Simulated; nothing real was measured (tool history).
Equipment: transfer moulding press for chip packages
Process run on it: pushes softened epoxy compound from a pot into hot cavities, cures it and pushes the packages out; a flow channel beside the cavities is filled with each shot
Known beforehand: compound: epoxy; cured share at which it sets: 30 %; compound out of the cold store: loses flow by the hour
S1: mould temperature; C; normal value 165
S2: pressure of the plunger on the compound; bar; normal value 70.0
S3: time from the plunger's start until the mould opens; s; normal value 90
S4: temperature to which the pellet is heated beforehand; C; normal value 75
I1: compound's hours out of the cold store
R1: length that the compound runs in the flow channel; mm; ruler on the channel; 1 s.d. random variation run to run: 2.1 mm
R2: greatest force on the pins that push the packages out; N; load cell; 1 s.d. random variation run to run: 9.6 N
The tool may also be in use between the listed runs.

run,hour,S1,S2,S3,S4,I1,R1,R2
1,0.0,165,70.0,90,75,18.3,516,753
2,22.1,165,70.0,80,75,18.2,518,886
# hour 25.2: cavities cleaned with cleaning compound and waxed
3,44.9,165,70.0,80,75,37.3,462,607
4,63.3,165,70.0,80,75,9.5,543,740
# hour 76.8: mould's thermocouples calibrated
5,83.2,165,70.0,90,82,17.8,509,684
6,100.2,165,70.0,90,82,14.9,520,725
# hour 117.5: cavities cleaned with cleaning compound and waxed
7,121.9,165,70.0,90,71,29.3,482,455
8,139.2,165,70.0,90,75,37.9,456,559
9,150.9,173,69.1,127,72,41.3,428,567
10,161.2,173,69.1,127,72,23.1,480,595
11,179.5,165,84.1,89,75,29.4,522,691
12,188.6,165,84.1,89,75,34.3,506,702
# hour 207.2: cavities cleaned with cleaning compound and waxed
13,209.3,165,84.1,89,75,28.9,520,474
14,226.1,160,78.5,81,69,40.4,484,777
15,241.9,160,78.5,81,69,26.4,522,946

Branching from run 15: 3 alternative next runs. What would each branch give?
A,260.2,171,70.0,90,84,30.6,?,?
B,260.2,160,78.5,77,78,32.8,?,?
C,260.2,158,70.0,70,74,8.5,?,?

run,R1,R2
A,458,626
B,504,1040
C,552,1721
With no hidden state in the tool, these same runs would have given:
run,R1,R2
A,487,398
B,536,655
C,586,1082
